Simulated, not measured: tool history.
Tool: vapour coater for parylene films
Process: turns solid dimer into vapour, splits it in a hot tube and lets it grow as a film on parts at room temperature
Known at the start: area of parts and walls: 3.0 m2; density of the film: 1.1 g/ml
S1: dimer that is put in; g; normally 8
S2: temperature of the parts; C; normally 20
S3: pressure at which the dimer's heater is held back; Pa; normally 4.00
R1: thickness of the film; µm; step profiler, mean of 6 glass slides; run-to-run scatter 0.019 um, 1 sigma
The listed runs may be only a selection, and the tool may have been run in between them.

{"run": 1, "day": 0.0, "S1": 8, "S2": 20, "S3": 4.0, "R1": 1.64}
{"run": 2, "day": 2.775, "S1": 8, "S2": 20, "S3": 3.87, "R1": 1.58}
{"run": 3, "day": 4.667, "S1": 10, "S2": 20, "S3": 4.0, "R1": 1.95}
{"run": 4, "day": 6.592, "S1": 10, "S2": 20, "S3": 4.0, "R1": 1.95}
{"run": 5, "day": 7.817, "S1": 10, "S2": 20, "S3": 4.0, "R1": 1.97}
{"run": 6, "day": 10.004, "S1": 10, "S2": 20, "S3": 5.17, "R1": 1.82}
{"day": 11.2, "done": "trap's valve overhauled"}
{"run": 7, "day": 12.904, "S1": 10, "S2": 20, "S3": 5.17, "R1": 2.1}
{"run": 8, "day": 14.583, "S1": 10, "S2": 20, "S3": 5.17, "R1": 2.06}
{"run": 9, "day": 17.167, "S1": 10, "S2": 20, "S3": 5.17, "R1": 2.06}
{"day": 17.779, "done": "table's thermometer calibrated"}
{"run": 10, "day": 19.104, "S1": 10, "S2": 20, "S3": 5.17, "R1": 2.02}
{"run": 11, "day": 21.242, "S1": 8, "S2": 20, "S3": 4.0, "R1": 1.66}
{"run": 12, "day": 22.533, "S1": 5, "S2": 20, "S3": 4.0, "R1": 1.02}
{"run": 13, "day": 24.158, "S1": 8, "S2": 20, "S3": 4.0, "R1": 1.64}
{"run": 14, "day": 26.712, "S1": 8, "S2": 20, "S3": 4.0, "R1": 1.62}
{"run": 15, "day": 28.683, "S1": 8, "S2": 20, "S3": 4.0, "R1": 1.57}
{"run": 16, "day": 30.533, "S1": 10, "S2": 20, "S3": 4.0, "R1": 1.93}
{"day": 31.458, "done": "table's thermometer calibrated, once more"}
{"run": 17, "day": 32.688, "S1": 8, "S2": 20, "S3": 4.0, "R1": 1.45}
{"run": 18, "day": 35.038, "S1": 8, "S2": 20, "S3": 4.0, "R1": 1.46}
{"day": 35.7, "done": "trap's valve overhauled"}
{"run": 19, "day": 37.688, "S1": 8, "S2": 20, "S3": 4.0, "R1": 1.66}
{"run": 20, "day": 40.25, "S1": 12, "S2": 20, "S3": 4.0, "R1": 2.45}
{"run": 21, "day": 43.179, "S1": 12, "S2": 20, "S3": 4.0, "R1": 2.41}
{"run": 22, "day": 45.521, "S1": 12, "S2": 20, "S3": 4.0, "R1": 2.38}
{"run": 23, "day": 46.783, "S1": 12, "S2": 20, "S3": 4.0, "R1": 2.37}
{"run": 24, "day": 48.221, "S1": 8, "S2": 20, "S3": 3.19, "R1": 1.61}
{"run": 25, "day": 50.833, "S1": 8, "S2": 22, "S3": 3.96, "R1": 1.4}
{"run": 26, "day": 53.783, "S1": 8, "S2": 22, "S3": 6.42, "R1": 1.33}
{"run": 27, "day": 55.367, "S1": 8, "S2": 22, "S3": 6.42, "R1": 1.26}
{"run": 28, "day": 56.817, "S1": 3, "S2": 22, "S3": 6.42, "R1": 0.49}
{"run": 29, "day": 58.121, "S1": 3, "S2": 17, "S3": 4.32, "R1": 0.61}
{"day": 60.042, "done": "trap's valve overhauled"}
{"run": 30, "day": 61.012, "S1": 10, "S2": 18, "S3": 4.0, "R1": 2.28}
{"run": 31, "day": 63.392, "S1": 8, "S2": 20, "S3": 3.51, "R1": 1.68}
{"run": 32, "day": 65.958, "S1": 8, "S2": 20, "S3": 3.51, "R1": 1.69}
{"run": 33, "day": 68.675, "S1": 8, "S2": 20, "S3": 3.51, "R1": 1.63}
{"run": 34, "day": 71.442, "S1": 8, "S2": 26, "S3": 3.51, "R1": 1.29}
{"run": 35, "day": 73.954, "S1": 7, "S2": 20, "S3": 8.03, "R1": 1.25}
{"run": 36, "day": 76.517, "S1": 5, "S2": 17, "S3": 8.03, "R1": 0.98}
{"run": 37, "day": 79.121, "S1": 5, "S2": 17, "S3": 8.03, "R1": 0.95}
{"run": 38, "day": 81.346, "S1": 5, "S2": 17, "S3": 5.5, "R1": 1.0}
{"run": 39, "day": 84.017, "S1": 8, "S2": 14, "S3": 3.1, "R1": 1.89}
{"day": 84.417, "done": "trap's valve overhauled"}
{"run": 40, "day": 85.692, "S1": 4, "S2": 15, "S3": 2.22, "R1": 1.11}
{"run": 41, "day": 87.854, "S1": 4, "S2": 15, "S3": 2.22, "R1": 1.1}
{"run": 42, "day": 89.942, "S1": 4, "S2": 18, "S3": 2.57, "R1": 0.98}
{"run": 43, "day": 91.442, "S1": 4, "S2": 18, "S3": 2.57, "R1": 0.91}
{"run": 44, "day": 93.038, "S1": 4, "S2": 31, "S3": 2.61, "R1": 0.53}
{"run": 45, "day": 95.129, "S1": 8, "S2": 21, "S3": 4.0, "R1": 1.56}
{"run": 46, "day": 97.329, "S1": 3, "S2": 20, "S3": 5.21, "R1": 0.58}
{"run": 47, "day": 99.817, "S1": 7, "S2": 22, "S3": 5.08, "R1": 1.24}

3 ways to go on from here, each from the tool as it stands after run 47. What would each give?
{"run": "A", "day": 101.833, "S1": 8, "S2": 20, "S3": 6.92, "R1": "?"}
{"run": "B", "day": 101.833, "S1": 7, "S2": 12, "S3": 3.0, "R1": "?"}
{"run": "C", "day": 101.833, "S1": 10, "S2": 22, "S3": 5.08, "R1": "?"}

run=A R1=1.43
run=B R1=1.84
run=C R1=1.77
Without the tool's unlogged condition, the same runs would have read:
run=A R1=1.57
run=B R1=2.07
run=C R1=1.95
